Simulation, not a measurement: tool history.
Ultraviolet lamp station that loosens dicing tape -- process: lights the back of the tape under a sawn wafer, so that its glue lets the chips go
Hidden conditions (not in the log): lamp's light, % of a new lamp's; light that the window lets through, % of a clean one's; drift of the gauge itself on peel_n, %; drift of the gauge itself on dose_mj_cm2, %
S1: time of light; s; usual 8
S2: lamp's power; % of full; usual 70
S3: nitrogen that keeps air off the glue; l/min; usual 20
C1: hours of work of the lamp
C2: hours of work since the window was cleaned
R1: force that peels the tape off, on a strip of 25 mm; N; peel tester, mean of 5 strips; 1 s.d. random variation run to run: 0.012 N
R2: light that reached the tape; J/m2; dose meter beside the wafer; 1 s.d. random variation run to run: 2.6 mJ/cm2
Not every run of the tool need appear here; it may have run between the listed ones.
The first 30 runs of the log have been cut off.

| run | day | S1 | S2 | S3 | C1 | C2 | R1 | R2 |
|---|---|---|---|---|---|---|---|---|
| 31 | 24.854 | 4 | 61 | 26 | 454 | 125 | 2.973 | 1220 |
| 32 | 25.879 | 9 | 67 | 21 | 471 | 142 | 0.65 | 3030 |
| 33 | 26.746 | 5 | 70 | 9 | 486 | 157 | 2.985 | 1750 |
| 34 | 27.717 | 12 | 88 | 40 | 502 | 173 | 0.103 | 5220 |
| 35 | 28.575 | 5 | 63 | 20 | 517 | 188 | 2.423 | 1530 |
| 36 | 29.629 | 7 | 70 | 18 | 534 | 205 | 1.277 | 2400 |
| 37 | 30.5 | 8 | 99 | 40 | 549 | 220 | 0.237 | 3790 |
| 38 | 31.421 | 8 | 99 | 40 | 565 | 236 | 0.223 | 3780 |

5 ways to go on from here, each from the tool as it stands after run 38. What would each give?
| A | 31.883 | 8 | 74 | 7 | 572 | 243 | ? | ? |
| B | 31.883 | 11 | 99 | 18 | 572 | 243 | ? | ? |
| C | 31.883 | 8 | 99 | 26 | 572 | 243 | ? | ? |
| D | 31.883 | 8 | 70 | 14 | 572 | 243 | ? | ? |
| E | 31.883 | 7 | 70 | 6 | 572 | 243 | ? | ? |

| run | R1 | R2 |
|---|---|---|
| A | 1.642 | 2800 |
| B | 0.159 | 5140 |
| C | 0.31 | 3750 |
| D | 1.194 | 2660 |
| E | 2.406 | 2350 |
Without the tool's hidden state the same runs would have given:
| run | R1 | R2 |
|---|---|---|
| A | 1.063 | 3510 |
| B | 0.085 | 6460 |
| C | 0.153 | 4700 |
| D | 0.719 | 3340 |
| E | 1.7 | 2950 |

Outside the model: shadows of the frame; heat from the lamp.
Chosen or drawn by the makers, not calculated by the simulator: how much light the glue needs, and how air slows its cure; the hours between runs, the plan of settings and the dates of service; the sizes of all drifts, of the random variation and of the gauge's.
